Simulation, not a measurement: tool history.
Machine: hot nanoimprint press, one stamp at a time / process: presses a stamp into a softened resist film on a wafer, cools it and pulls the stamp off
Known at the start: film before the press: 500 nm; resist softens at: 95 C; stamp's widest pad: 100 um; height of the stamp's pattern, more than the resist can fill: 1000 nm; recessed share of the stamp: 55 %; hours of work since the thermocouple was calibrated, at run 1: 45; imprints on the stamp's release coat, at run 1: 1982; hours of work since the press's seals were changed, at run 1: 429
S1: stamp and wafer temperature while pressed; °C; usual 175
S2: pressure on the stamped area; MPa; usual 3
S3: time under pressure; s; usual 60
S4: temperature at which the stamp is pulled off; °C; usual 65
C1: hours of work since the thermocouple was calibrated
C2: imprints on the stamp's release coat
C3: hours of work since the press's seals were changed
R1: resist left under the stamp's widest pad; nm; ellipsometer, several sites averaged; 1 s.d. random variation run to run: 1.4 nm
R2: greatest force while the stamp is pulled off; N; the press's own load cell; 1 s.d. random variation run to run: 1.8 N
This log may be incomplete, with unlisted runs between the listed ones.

Run 1, hour 0: usual settings; C1 45; C2 1982; C3 429. Result: R1 266.8 nm, R2 152 N.
Run 2, hour 18.7: usual settings but S2 2.03 MPa; C1 55; C2 2024; C3 440. Result: R1 306.1 nm, R2 152 N.
Run 3, hour 57.1: usual settings but S2 2.03 MPa; C1 76; C2 2109; C3 461. Result: R1 306.3 nm, R2 151 N.
Run 4, hour 93.9: usual settings but S3 32 s; C1 97; C2 2191; C3 481. Result: R1 324.8 nm, R2 155 N.
Run 5, hour 124.6: usual settings but S3 32 s; C1 114; C2 2259; C3 498. Result: R1 327.3 nm, R2 154 N.
Run 6, hour 148.7: usual settings; C1 127; C2 2313; C3 512. Result: R1 269 nm, R2 153 N.
Run 7, hour 169.9: usual settings; C1 139; C2 2360; C3 523. Result: R1 268.1 nm, R2 153 N.
Run 8, hour 200.4: usual settings but S4 67 °C; C1 156; C2 2428; C3 540. Result: R1 270 nm, R2 150 N.
At hour 222.3: stamp cleaned and given a new release coat.
Run 9, hour 238.2: usual settings but S4 67 °C; C1 173; C2 35; C3 558. Result: R1 271.9 nm, R2 120 N.
Run 10, hour 266.5: usual settings but S3 119 s; C1 189; C2 98; C3 573. Result: R1 209.9 nm, R2 133 N.
Run 11, hour 302: usual settings but S4 58 °C; C1 208; C2 177; C3 593. Result: R1 272.9 nm, R2 155 N.
Run 12, hour 334.9: usual settings but S2 3.54 MPa; C1 227; C2 250; C3 611. Result: R1 257 nm, R2 134 N.
Run 13, hour 373.1: usual settings but S2 3.54 MPa; C1 248; C2 335; C3 632. Result: R1 257.9 nm, R2 132 N.
Run 14, hour 405.4: usual settings but S2 3.9 MPa, S3 73 s; C1 266; C2 407; C3 650. Result: R1 231.5 nm, R2 133 N.
Run 15, hour 438.3: usual settings but S2 3.9 MPa, S3 73 s; C1 284; C2 480; C3 668. Result: R1 234.7 nm, R2 138 N.
At hour 449.8: press's hydraulic seals changed and the load cell set to zero.
Run 16, hour 478.9: usual settings but S1 183 °C, S2 3.9 MPa, S3 73 s, S4 60 °C; C1 302; C2 553; C3 16. Result: R1 155.8 nm, R2 155 N.
Run 17, hour 496.6: usual settings but S1 181 °C, S2 4.63 MPa, S3 37 s, S4 56 °C; C1 312; C2 592; C3 26. Result: R1 212.2 nm, R2 168 N.
Run 18, hour 527.4: usual settings but S3 80 s; C1 329; C2 661; C3 43. Result: R1 249.7 nm, R2 139 N.
Run 19, hour 547: usual settings but S3 80 s; C1 339; C2 704; C3 54. Result: R1 244.8 nm, R2 139 N.
Run 20, hour 579.2: usual settings but S2 4.27 MPa, S4 57 °C; C1 357; C2 776; C3 72. Result: R1 238 nm, R2 175 N.
Run 21, hour 620.9: usual settings but S2 4.27 MPa, S4 57 °C; C1 380; C2 869; C3 95. Result: R1 238.4 nm, R2 170 N.
Run 22, hour 663.8: usual settings but S2 4.27 MPa, S4 57 °C; C1 404; C2 964; C3 118. Result: R1 242.8 nm, R2 172 N.
Run 23, hour 697.2: usual settings but S2 4.27 MPa, S4 57 °C; C1 423; C2 1038; C3 137. Result: R1 242.5 nm, R2 174 N.
Run 24, hour 725.1: usual settings but S2 4.27 MPa, S4 57 °C; C1 438; C2 1100; C3 152. Result: R1 240.9 nm, R2 173 N.
Run 25, hour 742.6: usual settings but S2 4.27 MPa, S4 57 °C; C1 448; C2 1139; C3 162. Result: R1 246 nm, R2 176 N.

Some steps in R1 between neighbouring runs. How much of each would the tool show without its hidden state too (settings, what came in, random variation), and how much is left for the hidden state, with any gauge scatter that isn't in both results?
What the log doesn't record here: true temperature over the reading, C; pressure that arrives at the usual setting, %; grip of the stamp's worn release coat, % over a new coat's; drift of the gauge itself on residual_nm, %; drift of the gauge itself on pull_off_n, %.
Run 10 -> 11: S3 119 -> 60, S4 65 -> 58. R1 +63 nm: hidden state +2, all else +61.
Run 15 -> 16: S1 175 -> 183, S4 65 -> 60, press's hydraulic seals changed and the load cell set to zero. R1 -78.9 nm: hidden state -7.7, all else -71.2.
Run 17 -> 18: S1 181 -> 175, S2 4.63 -> 3, S3 37 -> 80, S4 56 -> 65. R1 +37.5 nm: hidden state +2.6, all else +34.9.
